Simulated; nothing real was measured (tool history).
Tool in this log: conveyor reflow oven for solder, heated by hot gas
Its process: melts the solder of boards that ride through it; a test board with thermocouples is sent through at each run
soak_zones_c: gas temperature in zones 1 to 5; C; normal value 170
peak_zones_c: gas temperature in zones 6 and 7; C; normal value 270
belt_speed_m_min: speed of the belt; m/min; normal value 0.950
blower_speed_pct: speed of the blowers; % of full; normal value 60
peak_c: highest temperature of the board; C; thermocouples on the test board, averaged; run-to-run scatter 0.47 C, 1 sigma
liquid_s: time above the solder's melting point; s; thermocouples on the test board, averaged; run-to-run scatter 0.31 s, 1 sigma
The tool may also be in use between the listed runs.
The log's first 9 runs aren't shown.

Run 10, hour 90.0: usual settings but peak_zones_c 281 C. Result: peak_c 258.3 C, liquid_s 38.6 s.
Run 11, hour 97.2: usual settings but peak_zones_c 281 C. Result: peak_c 258.1 C, liquid_s 38.8 s.
Run 12, hour 104.7: usual settings but peak_zones_c 262 C. Result: peak_c 242.0 C, liquid_s 30.3 s.
Run 13, hour 116.7: usual settings but peak_zones_c 262 C. Result: peak_c 241.1 C, liquid_s 30.1 s.
Run 14, hour 129.4: usual settings but peak_zones_c 262 C. Result: peak_c 242.5 C, liquid_s 30.3 s.
Run 15, hour 134.9: usual settings but blower_speed_pct 72 % of full. Result: peak_c 251.5 C, liquid_s 35.9 s.
Run 16, hour 142.6: usual settings but belt_speed_m_min 0.912 m/min, blower_speed_pct 62 % of full. Result: peak_c 249.9 C, liquid_s 36.8 s.
Run 17, hour 149.8: usual settings but soak_zones_c 177 C, belt_speed_m_min 1.059 m/min, blower_speed_pct 62 % of full. Result: peak_c 246.6 C, liquid_s 30.2 s.
Run 18, hour 158.5: usual settings but soak_zones_c 160 C, peak_zones_c 259 C. Result: peak_c 237.4 C, liquid_s 24.7 s.
Run 19, hour 167.0: usual settings but soak_zones_c 167 C, peak_zones_c 259 C. Result: peak_c 239.1 C, liquid_s 26.9 s.
Run 20, hour 173.8: usual settings but soak_zones_c 168 C, peak_zones_c 259 C, belt_speed_m_min 0.776 m/min. Result: peak_c 245.2 C, liquid_s 40.9 s.
Run 21, hour 184.0: usual settings but soak_zones_c 168 C, peak_zones_c 259 C, belt_speed_m_min 0.776 m/min. Result: peak_c 245.6 C, liquid_s 40.3 s.
Run 22, hour 195.7: usual settings but soak_zones_c 157 C, peak_zones_c 259 C, belt_speed_m_min 0.881 m/min. Result: peak_c 239.8 C, liquid_s 28.7 s.
Run 23, hour 207.9: usual settings but soak_zones_c 169 C, peak_zones_c 268 C, blower_speed_pct 61 % of full. Result: peak_c 246.9 C, liquid_s 32.9 s.
Run 24, hour 215.1: usual settings but soak_zones_c 169 C, peak_zones_c 268 C, blower_speed_pct 61 % of full. Result: peak_c 246.2 C, liquid_s 33.1 s.
Run 25, hour 221.8: usual settings but peak_zones_c 259 C, blower_speed_pct 57 % of full. Result: peak_c 238.4 C, liquid_s 27.8 s.
At hour 234.2: thermocouples of zones 6 and 7 changed.
Run 26, hour 235.4: usual settings but peak_zones_c 259 C, blower_speed_pct 57 % of full. Result: peak_c 238.6 C, liquid_s 27.5 s.
Run 27, hour 241.4: usual settings but peak_zones_c 259 C, blower_speed_pct 57 % of full. Result: peak_c 239.2 C, liquid_s 26.9 s.
Run 28, hour 248.5: usual settings but peak_zones_c 276 C, belt_speed_m_min 0.842 m/min, blower_speed_pct 52 % of full. Result: peak_c 256.0 C, liquid_s 43.0 s.
Run 29, hour 260.5: usual settings but soak_zones_c 185 C, peak_zones_c 264 C, belt_speed_m_min 0.891 m/min, blower_speed_pct 62 % of full. Result: peak_c 248.7 C, liquid_s 41.9 s.
Run 30, hour 267.8: usual settings but belt_speed_m_min 1.048 m/min, blower_speed_pct 88 % of full. Result: peak_c 250.4 C, liquid_s 31.8 s.

Alternative continuations, all from the tool just after run 30; predict every row:
Run A, hour 277.3: usual settings but soak_zones_c 159 C, belt_speed_m_min 0.842 m/min. Result: peak_c ?, liquid_s ?.
Run B, hour 277.3: usual settings but soak_zones_c 183 C, belt_speed_m_min 1.066 m/min, blower_speed_pct 63 % of full. Result: peak_c ?, liquid_s ?.
Run C, hour 277.3: usual settings but belt_speed_m_min 0.966 m/min, blower_speed_pct 51 % of full. Result: peak_c ?, liquid_s ?.
Run D, hour 277.3: usual settings but peak_zones_c 263 C, belt_speed_m_min 0.853 m/min, blower_speed_pct 88 % of full. Result: peak_c ?, liquid_s ?.
Run E, hour 277.3: usual settings but peak_zones_c 259 C, belt_speed_m_min 0.822 m/min, blower_speed_pct 88 % of full. Result: peak_c ?, liquid_s ?.

run  peak_c  liquid_s
  A   251.7      38.1
  B   247.9      32.3
  C   245.0      31.1
  D   250.7      41.0
  E   248.4      41.9
With no hidden state in the tool, these same runs would have given:
run  peak_c  liquid_s
  A   251.8      38.2
  B   248.0      32.4
  C   245.2      31.2
  D   250.8      41.1
  E   248.6      42.0

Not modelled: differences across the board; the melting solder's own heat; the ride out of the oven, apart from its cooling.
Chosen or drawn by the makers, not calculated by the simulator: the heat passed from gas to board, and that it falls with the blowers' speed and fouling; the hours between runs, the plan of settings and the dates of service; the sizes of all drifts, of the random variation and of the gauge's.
